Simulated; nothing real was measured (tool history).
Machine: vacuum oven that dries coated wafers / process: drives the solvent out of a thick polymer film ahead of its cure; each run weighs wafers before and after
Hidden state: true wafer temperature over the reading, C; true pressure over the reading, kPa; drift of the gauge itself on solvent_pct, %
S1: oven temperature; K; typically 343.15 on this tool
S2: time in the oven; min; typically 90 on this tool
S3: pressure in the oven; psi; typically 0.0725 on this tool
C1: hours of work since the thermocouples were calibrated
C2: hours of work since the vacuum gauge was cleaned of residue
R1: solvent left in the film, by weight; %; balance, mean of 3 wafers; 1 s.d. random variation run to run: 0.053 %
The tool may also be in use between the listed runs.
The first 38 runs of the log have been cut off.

run,hour,S1,S2,S3,C1,C2,R1
39,1445.4,349.15,55,0.0725,201,1787,1.89
40,1478.9,349.15,55,0.0725,222,1807,1.77
41,1532.4,343.15,161,0.265,254,1839,2.06
42,1562.7,335.15,132,0.1324,273,1858,3.19
43,1610.7,357.15,56,0.0725,302,1887,0.6
44,1659.2,357.15,56,0.0725,331,1916,0.43
45,1683.4,357.15,56,0.0725,346,1931,0.51
46,1711.3,357.15,56,0.2818,363,1948,1.24
47,1735.4,351.15,97,0.2818,377,1962,1.58

4 ways to go on from here, each from the tool as it stands after run 47. What would each give?
A,1758,343.15,157,0.0725,391,1976,?
B,1758,343.15,65,0.1739,391,1976,?
C,1758,343.15,95,0.0725,391,1976,?
D,1758,337.15,90,0.059,391,1976,?

run,R1
A,0.76
B,3.57
C,1.58
D,3.54
Without the tool's hidden state the same runs would have given:
run,R1
A,0.74
B,3.55
C,1.55
D,3.51

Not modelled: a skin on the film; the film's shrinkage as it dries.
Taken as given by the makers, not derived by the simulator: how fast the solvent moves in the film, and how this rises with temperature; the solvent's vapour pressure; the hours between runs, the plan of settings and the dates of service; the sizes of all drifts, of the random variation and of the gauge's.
